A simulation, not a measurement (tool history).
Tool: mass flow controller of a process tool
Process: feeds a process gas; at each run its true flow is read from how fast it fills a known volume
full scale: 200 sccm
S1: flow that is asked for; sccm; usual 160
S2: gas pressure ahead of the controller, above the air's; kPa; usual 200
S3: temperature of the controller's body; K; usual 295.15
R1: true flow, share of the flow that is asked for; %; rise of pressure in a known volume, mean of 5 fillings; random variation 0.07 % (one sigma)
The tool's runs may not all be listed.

{"run": 1, "hour": 0.0, "S1": 160, "S2": 200, "S3": 295.15, "R1": 99.52}
{"run": 2, "hour": 71.0, "S1": 160, "S2": 200, "S3": 295.15, "R1": 99.52}
{"run": 3, "hour": 124.8, "S1": 160, "S2": 200, "S3": 295.15, "R1": 99.3}
{"run": 4, "hour": 192.0, "S1": 160, "S2": 224, "S3": 295.15, "R1": 99.3}
{"run": 5, "hour": 240.0, "S1": 160, "S2": 224, "S3": 295.15, "R1": 99.36}
{"run": 6, "hour": 275.5, "S1": 160, "S2": 224, "S3": 295.15, "R1": 99.25}
{"run": 7, "hour": 336.2, "S1": 160, "S2": 224, "S3": 295.15, "R1": 99.18}
{"run": 8, "hour": 404.0, "S1": 160, "S2": 224, "S3": 302.15, "R1": 99.96}
{"run": 9, "hour": 441.4, "S1": 160, "S2": 224, "S3": 302.15, "R1": 99.95}
{"run": 10, "hour": 504.8, "S1": 160, "S2": 161, "S3": 302.15, "R1": 100}
{"run": 11, "hour": 586.7, "S1": 160, "S2": 161, "S3": 302.15, "R1": 100.12}
{"run": 12, "hour": 658.4, "S1": 160, "S2": 161, "S3": 302.15, "R1": 100.17}
{"run": 13, "hour": 700.8, "S1": 114, "S2": 200, "S3": 295.15, "R1": 99.15}
{"run": 14, "hour": 754.1, "S1": 114, "S2": 200, "S3": 295.15, "R1": 98.87}
{"run": 15, "hour": 800.0, "S1": 160, "S2": 200, "S3": 295.15, "R1": 99.42}
{"run": 16, "hour": 853.0, "S1": 160, "S2": 200, "S3": 295.15, "R1": 99.43}
{"run": 17, "hour": 912.9, "S1": 160, "S2": 200, "S3": 295.15, "R1": 99.35}
{"run": 18, "hour": 987.4, "S1": 160, "S2": 200, "S3": 295.15, "R1": 99.45}
{"run": 19, "hour": 1028.6, "S1": 160, "S2": 200, "S3": 295.15, "R1": 99.31}
{"run": 20, "hour": 1109.6, "S1": 160, "S2": 154, "S3": 295.15, "R1": 99.72}
{"run": 21, "hour": 1148.5, "S1": 160, "S2": 154, "S3": 295.15, "R1": 99.56}
{"run": 22, "hour": 1211.9, "S1": 160, "S2": 200, "S3": 296.15, "R1": 99.69}
{"run": 23, "hour": 1262.0, "S1": 160, "S2": 200, "S3": 296.15, "R1": 99.37}
{"run": 24, "hour": 1319.7, "S1": 160, "S2": 247, "S3": 296.15, "R1": 99.16}
{"run": 25, "hour": 1396.0, "S1": 160, "S2": 247, "S3": 296.15, "R1": 99.33}
{"run": 26, "hour": 1436.6, "S1": 160, "S2": 247, "S3": 296.15, "R1": 99.41}
{"run": 27, "hour": 1481.3, "S1": 160, "S2": 247, "S3": 296.15, "R1": 99.19}
{"run": 28, "hour": 1547.5, "S1": 172, "S2": 150, "S3": 295.15, "R1": 99.61}
{"run": 29, "hour": 1625.9, "S1": 172, "S2": 150, "S3": 295.15, "R1": 99.81}
{"run": 30, "hour": 1703.3, "S1": 172, "S2": 150, "S3": 295.15, "R1": 99.83}
{"run": 31, "hour": 1755.9, "S1": 115, "S2": 197, "S3": 295.15, "R1": 98.99}
{"run": 32, "hour": 1808.5, "S1": 41, "S2": 200, "S3": 293.15, "R1": 98.1}
{"run": 33, "hour": 1877.0, "S1": 48, "S2": 162, "S3": 296.15, "R1": 98.61}
{"run": 34, "hour": 1913.4, "S1": 48, "S2": 162, "S3": 296.15, "R1": 98.88}
{"run": 35, "hour": 1946.5, "S1": 48, "S2": 162, "S3": 296.15, "R1": 98.7}
{"run": 36, "hour": 2005.4, "S1": 70, "S2": 153, "S3": 311.15, "R1": 100.4}
{"run": 37, "hour": 2086.6, "S1": 64, "S2": 152, "S3": 304.15, "R1": 99.59}
{"run": 38, "hour": 2123.5, "S1": 64, "S2": 152, "S3": 304.15, "R1": 99.73}
{"run": 39, "hour": 2174.1, "S1": 160, "S2": 179, "S3": 307.15, "R1": 100.5}
{"run": 40, "hour": 2215.0, "S1": 129, "S2": 262, "S3": 295.15, "R1": 98.73}
{"run": 41, "hour": 2270.1, "S1": 27, "S2": 149, "S3": 297.15, "R1": 98.79}
{"run": 42, "hour": 2304.7, "S1": 22, "S2": 217, "S3": 295.15, "R1": 98.11}
{"run": 43, "hour": 2356.1, "S1": 108, "S2": 141, "S3": 295.15, "R1": 99.32}
{"run": 44, "hour": 2407.0, "S1": 36, "S2": 192, "S3": 300.15, "R1": 98.79}
{"run": 45, "hour": 2461.9, "S1": 160, "S2": 182, "S3": 302.15, "R1": 100.06}
{"run": 46, "hour": 2513.1, "S1": 62, "S2": 150, "S3": 296.15, "R1": 98.93}
{"run": 47, "hour": 2550.8, "S1": 62, "S2": 150, "S3": 296.15, "R1": 99.02}
{"run": 48, "hour": 2603.1, "S1": 144, "S2": 200, "S3": 308.15, "R1": 100.47}
{"run": 49, "hour": 2644.3, "S1": 30, "S2": 200, "S3": 298.15, "R1": 98.54}
{"run": 50, "hour": 2695.3, "S1": 30, "S2": 200, "S3": 298.15, "R1": 98.56}

Forecast each of these 3 alternatives for the next run:
{"run": "A", "hour": 2731.1, "S1": 136, "S2": 279, "S3": 297.15, "R1": "?"}
{"run": "B", "hour": 2731.1, "S1": 123, "S2": 142, "S3": 303.15, "R1": "?"}
{"run": "C", "hour": 2731.1, "S1": 158, "S2": 200, "S3": 295.15, "R1": "?"}

run=A R1=99.12
run=B R1=100.16
run=C R1=99.39
Without the tool's hidden state the same runs would have given:
run=A R1=99.11
run=B R1=100.16
run=C R1=99.39
